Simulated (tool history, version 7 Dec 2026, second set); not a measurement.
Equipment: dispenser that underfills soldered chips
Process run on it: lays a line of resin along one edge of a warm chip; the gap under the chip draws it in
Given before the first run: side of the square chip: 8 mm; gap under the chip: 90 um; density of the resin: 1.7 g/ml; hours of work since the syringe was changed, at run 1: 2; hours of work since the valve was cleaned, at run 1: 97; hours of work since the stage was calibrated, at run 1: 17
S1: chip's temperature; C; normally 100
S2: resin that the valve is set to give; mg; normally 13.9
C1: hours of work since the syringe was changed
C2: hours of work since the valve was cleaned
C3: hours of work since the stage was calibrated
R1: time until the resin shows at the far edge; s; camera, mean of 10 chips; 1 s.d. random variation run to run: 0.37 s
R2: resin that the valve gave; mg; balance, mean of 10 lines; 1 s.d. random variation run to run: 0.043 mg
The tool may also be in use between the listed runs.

Run 1, day 0: usual settings; C1 2; C2 97; C3 17. Result: R1 24.7 s, R2 13.29 mg.
At day 0.275: new syringe of resin.
Run 2, day 0.358: usual settings; C1 1; C2 102; C3 22. Result: R1 24.1 s, R2 13.33 mg.
At day 0.646: new syringe of resin.
Run 3, day 0.912: usual settings; C1 4; C2 111; C3 31. Result: R1 27.7 s, R2 13.16 mg.
At day 1.033: new syringe of resin.
Run 4, day 1.279: usual settings but S2 14.7 mg; C1 4; C2 117; C3 37. Result: R1 27.3 s, R2 13.88 mg.
At day 1.442: new syringe of resin.
Run 5, day 1.7: usual settings but S2 14.7 mg; C1 4; C2 123; C3 43. Result: R1 27.2 s, R2 13.87 mg.
At day 1.838: new syringe of resin.
Run 6, day 1.962: usual settings but S2 13.2 mg; C1 2; C2 127; C3 47. Result: R1 25.2 s, R2 12.44 mg.
At day 2.225: new syringe of resin.
Run 7, day 2.479: usual settings; C1 4; C2 135; C3 56. Result: R1 27.4 s, R2 13.02 mg.
At day 2.617: new syringe of resin.
At day 2.854: dispensing valve cleaned and set on the balance.
At day 3.042: new syringe of resin.
Run 8, day 3.042: usual settings; C1 0; C2 3; C3 64. Result: R1 21.3 s, R2 13.92 mg.
At day 3.421: new syringe of resin.
Run 9, day 3.488: usual settings; C1 1; C2 10; C3 71. Result: R1 22.9 s, R2 13.88 mg.
Run 10, day 3.717: usual settings; C1 5; C2 14; C3 74. Result: R1 28.5 s, R2 13.87 mg.
At day 3.812: new syringe of resin.
Run 11, day 4.075: usual settings but S2 15.6 mg; C1 4; C2 19; C3 80. Result: R1 27.3 s, R2 15.45 mg.
At day 4.2: new syringe of resin.
At day 4.617: new syringe of resin.
Run 12, day 4.654: usual settings but S1 96 C; C1 1; C2 28; C3 89. Result: R1 25.9 s, R2 13.79 mg.
At day 5.012: new syringe of resin.
Run 13, day 5.058: usual settings but S1 96 C; C1 1; C2 34; C3 95. Result: R1 25.8 s, R2 13.69 mg.
At day 5.396: new syringe of resin.
Run 14, day 5.588: usual settings but S1 96 C; C1 3; C2 43; C3 103. Result: R1 30.1 s, R2 13.71 mg.
At day 5.783: new syringe of resin.
Run 15, day 5.912: usual settings but S1 96 C; C1 2; C2 48; C3 108. Result: R1 28.5 s, R2 13.64 mg.
At day 6.162: new syringe of resin.
Run 16, day 6.3: usual settings but S1 96 C; C1 2; C2 54; C3 115. Result: R1 28.5 s, R2 13.58 mg.
At day 6.562: new syringe of resin.
Run 17, day 6.838: usual settings but S1 113 C; C1 4; C2 62; C3 123. Result: R1 18.7 s, R2 13.44 mg.
At day 6.942: new syringe of resin.
Run 18, day 7.154: usual settings but S2 11.8 mg; C1 3; C2 67; C3 128. Result: R1 28.9 s, R2 11.43 mg.
At day 7.329: new syringe of resin.
Run 19, day 7.671: usual settings but S1 105 C, S2 16.5 mg; C1 5; C2 75; C3 136. Result: R1 25.9 s, R2 15.99 mg.
At day 7.712: new syringe of resin.
At day 8.1: new syringe of resin.
Run 20, day 8.254: usual settings but S1 105 C, S2 16.5 mg; C1 2; C2 84; C3 145. Result: R1 21.5 s, R2 15.79 mg.
At day 8.471: new syringe of resin.
Run 21, day 8.546: usual settings but S1 105 C, S2 16.5 mg; C1 1; C2 89; C3 149. Result: R1 19.7 s, R2 15.77 mg.
At day 8.85: new syringe of resin.
Run 22, day 8.938: usual settings but S1 110 C, S2 13.7 mg; C1 1; C2 95; C3 156. Result: R1 18 s, R2 13.09 mg.
At day 9.229: new syringe of resin.
Run 23, day 9.308: usual settings but S1 87 C, S2 12 mg; C1 1; C2 101; C3 161. Result: R1 37.7 s, R2 11.46 mg.
At day 9.612: new syringe of resin.
Run 24, day 9.846: usual settings but S1 93 C; C1 4; C2 109; C3 170. Result: R1 34.3 s, R2 13.24 mg.
At day 9.988: new syringe of resin.
Run 25, day 10.133: usual settings but S1 110 C, S2 12.1 mg; C1 2; C2 114; C3 174. Result: R1 19.8 s, R2 11.45 mg.
At day 10.396: new syringe of resin.
Run 26, day 10.704: usual settings but S1 103 C, S2 16.1 mg; C1 5; C2 122; C3 183. Result: R1 25.6 s, R2 15.1 mg.
At day 10.792: new syringe of resin.
At day 11.179: new syringe of resin.
Run 27, day 11.179: usual settings but S1 107 C; C1 0; C2 130; C3 190. Result: R1 18.5 s, R2 13.02 mg.
Run 28, day 11.433: usual settings but S1 114 C; C1 4; C2 134; C3 195. Result: R1 18.7 s, R2 13.01 mg.
At day 11.562: new syringe of resin.
At day 11.892: dispensing valve cleaned and set on the balance.
At day 12: new syringe of resin.
Run 29, day 12.021: usual settings but S1 114 C; C1 0; C2 2; C3 203. Result: R1 15.5 s, R2 13.99 mg.
Run 30, day 12.35: usual settings but S1 114 C, S2 12.7 mg; C1 6; C2 7; C3 208. Result: R1 20.8 s, R2 12.67 mg.
At day 12.412: new syringe of resin.
At day 12.796: new syringe of resin.
Run 31, day 12.796: usual settings but S1 114 C, S2 12.7 mg; C1 0; C2 14; C3 215. Result: R1 15.6 s, R2 12.72 mg.
At day 13.204: new syringe of resin.
Run 32, day 13.258: usual settings but S1 114 C, S2 12.7 mg; C1 1; C2 21; C3 222. Result: R1 16.6 s, R2 12.62 mg.
Run 33, day 13.508: usual settings but S1 95 C, S2 15.2 mg; C1 5; C2 25; C3 226. Result: R1 34.1 s, R2 15.04 mg.
At day 13.596: new syringe of resin.
Run 34, day 13.954: usual settings but S1 108 C, S2 16.1 mg; C1 6; C2 32; C3 233. Result: R1 23.4 s, R2 15.92 mg.

Branching from run 34: 3 alternative next runs. What would each branch give?
At day 13.996: new syringe of resin.
At day 14.371: new syringe of resin.
Run A, day 14.542: usual settings but S1 96 C, S2 11.9 mg; C1 3; C2 41; C3 242. Result: R1 ?, R2 ?.
At day 13.996: new syringe of resin.
At day 14.371: new syringe of resin.
Run B, day 14.542: usual settings but S1 93 C, S2 15.2 mg; C1 3; C2 41; C3 242. Result: R1 ?, R2 ?.
At day 13.996: new syringe of resin.
At day 14.371: new syringe of resin.
Run C, day 14.542: usual settings but S1 88 C, S2 16.1 mg; C1 3; C2 41; C3 242. Result: R1 ?, R2 ?.

run    R1     R2
  A  31.2  11.68
  B  32.6  14.87
  C  37.5  15.83
Without the tool's unlogged condition, the same runs would have read:
run    R1     R2
  A  25.8   11.9
  B  27.1  15.15
  C  31.1  16.13
